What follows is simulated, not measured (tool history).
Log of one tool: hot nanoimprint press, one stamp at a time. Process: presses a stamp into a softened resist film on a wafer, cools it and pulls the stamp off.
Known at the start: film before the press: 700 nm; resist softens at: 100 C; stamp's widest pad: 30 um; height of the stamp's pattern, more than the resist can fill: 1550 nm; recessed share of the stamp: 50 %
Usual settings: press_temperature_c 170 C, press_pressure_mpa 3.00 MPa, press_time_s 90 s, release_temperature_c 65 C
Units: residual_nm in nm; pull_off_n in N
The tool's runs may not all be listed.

run 1 day=0.000 | press_temperature_c=170 press_pressure_mpa=3.00 press_time_s=90 release_temperature_c=65 | residual_nm=374.9 pull_off_n=111
run 2 day=0.579 | press_temperature_c=170 press_pressure_mpa=3.00 press_time_s=90 release_temperature_c=65 | residual_nm=371.8 pull_off_n=116
run 3 day=1.438 | press_temperature_c=170 press_pressure_mpa=3.00 press_time_s=90 release_temperature_c=65 | residual_nm=371.0 pull_off_n=114
run 4 day=2.225 | press_temperature_c=170 press_pressure_mpa=3.00 press_time_s=90 release_temperature_c=65 | residual_nm=373.0 pull_off_n=120
run 5 day=3.100 | press_temperature_c=170 press_pressure_mpa=4.30 press_time_s=90 release_temperature_c=65 | residual_nm=324.3 pull_off_n=121
run 6 day=3.921 | press_temperature_c=170 press_pressure_mpa=3.00 press_time_s=51 release_temperature_c=65 | residual_nm=450.1 pull_off_n=121
run 7 day=4.833 | press_temperature_c=170 press_pressure_mpa=3.00 press_time_s=51 release_temperature_c=65 | residual_nm=451.3 pull_off_n=124
run 8 day=5.225 | press_temperature_c=170 press_pressure_mpa=3.00 press_time_s=51 release_temperature_c=65 | residual_nm=452.7 pull_off_n=126
run 9 day=5.683 | press_temperature_c=170 press_pressure_mpa=3.00 press_time_s=52 release_temperature_c=65 | residual_nm=451.6 pull_off_n=131
run 10 day=6.408 | press_temperature_c=170 press_pressure_mpa=3.00 press_time_s=52 release_temperature_c=65 | residual_nm=445.9 pull_off_n=125
-- day=6.912 plate thermocouple calibrated
run 11 day=7.029 | press_temperature_c=170 press_pressure_mpa=3.00 press_time_s=90 release_temperature_c=57 | residual_nm=344.6 pull_off_n=138
run 12 day=7.412 | press_temperature_c=170 press_pressure_mpa=3.00 press_time_s=90 release_temperature_c=57 | residual_nm=341.9 pull_off_n=142
run 13 day=8.104 | press_temperature_c=170 press_pressure_mpa=3.00 press_time_s=90 release_temperature_c=57 | residual_nm=341.3 pull_off_n=143
-- day=8.808 stamp cleaned and given a new release coat
run 14 day=9.283 | press_temperature_c=170 press_pressure_mpa=3.00 press_time_s=90 release_temperature_c=57 | residual_nm=347.2 pull_off_n=109
run 15 day=10.204 | press_temperature_c=170 press_pressure_mpa=3.00 press_time_s=90 release_temperature_c=65 | residual_nm=345.3 pull_off_n=101
run 16 day=10.800 | press_temperature_c=163 press_pressure_mpa=3.00 press_time_s=90 release_temperature_c=65 | residual_nm=428.0 pull_off_n=102
run 17 day=11.446 | press_temperature_c=163 press_pressure_mpa=3.00 press_time_s=90 release_temperature_c=65 | residual_nm=428.9 pull_off_n=105
run 18 day=12.008 | press_temperature_c=170 press_pressure_mpa=3.00 press_time_s=59 release_temperature_c=65 | residual_nm=408.1 pull_off_n=111
run 19 day=12.496 | press_temperature_c=165 press_pressure_mpa=2.90 press_time_s=102 release_temperature_c=61 | residual_nm=388.4 pull_off_n=111
run 20 day=13.258 | press_temperature_c=172 press_pressure_mpa=3.00 press_time_s=74 release_temperature_c=55 | residual_nm=354.7 pull_off_n=124
run 21 day=13.712 | press_temperature_c=170 press_pressure_mpa=3.00 press_time_s=112 release_temperature_c=65 | residual_nm=320.0 pull_off_n=110
run 22 day=14.479 | press_temperature_c=175 press_pressure_mpa=2.12 press_time_s=112 release_temperature_c=65 | residual_nm=318.0 pull_off_n=110
run 23 day=15.042 | press_temperature_c=165 press_pressure_mpa=4.13 press_time_s=96 release_temperature_c=66 | residual_nm=355.2 pull_off_n=114
run 24 day=15.904 | press_temperature_c=177 press_pressure_mpa=3.54 press_time_s=76 release_temperature_c=53 | residual_nm=283.7 pull_off_n=133
run 25 day=16.825 | press_temperature_c=177 press_pressure_mpa=3.65 press_time_s=53 release_temperature_c=53 | residual_nm=317.1 pull_off_n=133
run 26 day=17.646 | press_temperature_c=182 press_pressure_mpa=3.65 press_time_s=131 release_temperature_c=53 | residual_nm=188.6 pull_off_n=135
run 27 day=18.446 | press_temperature_c=177 press_pressure_mpa=3.54 press_time_s=86 release_temperature_c=56 | residual_nm=267.5 pull_off_n=136
run 28 day=19.021 | press_temperature_c=177 press_pressure_mpa=3.54 press_time_s=86 release_temperature_c=56 | residual_nm=272.3 pull_off_n=137
run 29 day=19.446 | press_temperature_c=161 press_pressure_mpa=4.24 press_time_s=69 release_temperature_c=68 | residual_nm=451.0 pull_off_n=115

Forecast each of these 3 alternatives for the next run:
run A day=20.146 | press_temperature_c=161 press_pressure_mpa=4.24 press_time_s=61 release_temperature_c=63 | residual_nm=? pull_off_n=?
run B day=20.146 | press_temperature_c=170 press_pressure_mpa=3.00 press_time_s=90 release_temperature_c=53 | residual_nm=? pull_off_n=?
run C day=20.146 | press_temperature_c=162 press_pressure_mpa=3.44 press_time_s=90 release_temperature_c=65 | residual_nm=? pull_off_n=?

run=A residual_nm=470.7 pull_off_n=130
run=B residual_nm=355.3 pull_off_n=145
run=C residual_nm=428.5 pull_off_n=124
Without the tool's hidden state the same runs would have given:
run=A residual_nm=454.2 pull_off_n=105
run=B residual_nm=342.3 pull_off_n=118
run=C residual_nm=413.4 pull_off_n=100

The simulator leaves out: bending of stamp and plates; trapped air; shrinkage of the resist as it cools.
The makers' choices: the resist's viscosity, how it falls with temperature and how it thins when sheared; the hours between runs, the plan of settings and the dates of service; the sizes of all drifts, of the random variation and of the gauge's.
